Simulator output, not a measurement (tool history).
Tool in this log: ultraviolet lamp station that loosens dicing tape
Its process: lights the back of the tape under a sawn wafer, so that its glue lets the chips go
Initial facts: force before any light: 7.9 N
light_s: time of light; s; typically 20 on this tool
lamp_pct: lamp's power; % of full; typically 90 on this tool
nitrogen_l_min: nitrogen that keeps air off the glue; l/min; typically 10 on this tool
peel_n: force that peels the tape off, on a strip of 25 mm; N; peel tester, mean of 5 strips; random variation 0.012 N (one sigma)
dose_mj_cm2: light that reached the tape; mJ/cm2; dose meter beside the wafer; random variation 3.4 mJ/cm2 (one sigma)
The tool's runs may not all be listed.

run	day	light_s	lamp_pct	nitrogen_l_min	peel_n	dose_mj_cm2
1	0.000	20	90	10	0.758	478
2	1.112	20	90	10	0.759	481
3	2.396	20	90	10	0.761	474
4	4.175	20	90	10	0.782	472
5	5.950	20	73	10	1.199	381
6	7.829	20	90	14	0.724	464
7	9.192	20	90	10	0.815	463
# day 9.371: window cleaned of glue's vapour
8	10.942	10	90	10	2.484	227
9	12.546	20	66	7	1.670	332
# day 12.667: window cleaned of glue's vapour, once more
10	13.854	35	83	4	0.447	757
11	15.258	35	83	4	0.454	762
12	16.442	39	90	10	0.204	914
13	18.650	39	90	10	0.196	906

Here are 5 independent what-if runs from the current tool condition. What would each one return?
A	19.558	15	79	17	?	?
B	19.558	21	71	10	?	?
C	19.558	39	72	10	?	?
D	19.558	10	90	8	?	?
E	19.558	25	65	18	?	?

run	peel_n	dose_mj_cm2
A	1.473	306
B	1.147	380
C	0.315	723
D	2.654	232
E	0.819	419
With the hidden condition removed and each run's random variation left untouched, the same runs would have given:
run	peel_n	dose_mj_cm2
A	1.088	365
B	0.821	453
C	0.225	862
D	2.151	276
E	0.563	499
